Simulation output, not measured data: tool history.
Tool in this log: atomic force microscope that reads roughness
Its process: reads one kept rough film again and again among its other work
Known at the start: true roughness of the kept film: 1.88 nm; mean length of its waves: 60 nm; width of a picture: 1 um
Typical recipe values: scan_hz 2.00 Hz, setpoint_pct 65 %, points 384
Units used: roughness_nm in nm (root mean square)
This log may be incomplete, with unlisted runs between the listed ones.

run,hour,scan_hz,setpoint_pct,points,roughness_nm
1,0.0,2.00,65,384,1.664
# hour 24.6: new tip fitted
2,32.1,2.00,65,384,1.713
3,47.2,2.00,74,384,1.590
4,72.1,2.00,65,384,1.633
# hour 81.9: new tip fitted
5,100.5,3.29,65,384,1.598
6,114.3,2.00,65,384,1.673
7,135.1,2.00,65,384,1.652
# hour 137.3: new tip fitted
8,160.2,2.00,65,384,1.686
9,180.7,2.00,65,384,1.648
# hour 194.5: new tip fitted
10,198.8,2.00,65,384,1.706
# hour 201.1: height scale calibrated on a step standard
11,225.3,2.00,65,384,1.663
12,243.7,3.48,65,384,1.555
# hour 252.6: new tip fitted
13,269.4,3.48,65,384,1.613
14,300.8,2.23,65,656,1.639
# hour 309.6: new tip fitted
15,332.5,2.00,57,399,1.753
# hour 345.2: height scale calibrated on a step standard, once more
16,358.1,0.57,57,607,1.751
# hour 366.9: new tip fitted
17,386.9,0.57,57,607,1.802
18,410.8,1.70,63,978,1.672
# hour 424.0: new tip fitted
19,434.5,0.67,79,278,1.726
20,461.4,0.67,79,278,1.682
# hour 480.5: new tip fitted
21,486.3,0.67,79,278,1.734
22,509.5,3.32,70,257,1.513
23,525.6,0.73,81,678,1.660
# hour 536.8: new tip fitted
24,557.0,2.55,85,772,1.371
25,585.3,1.30,86,772,1.524

Predict each of these 3 candidate next runs independently; none follows another, all start after run 25:
# hour 592.3: new tip fitted
A,602.6,2.00,65,761,?
# hour 592.3: new tip fitted
B,602.6,2.57,73,330,?
# hour 592.3: new tip fitted
C,602.6,1.30,86,316,?

run,roughness_nm
A,1.689
B,1.540
C,1.554
Stripped of hidden state, with their random variation kept, the same runs would have yielded:
run,roughness_nm
A,1.701
B,1.551
C,1.565
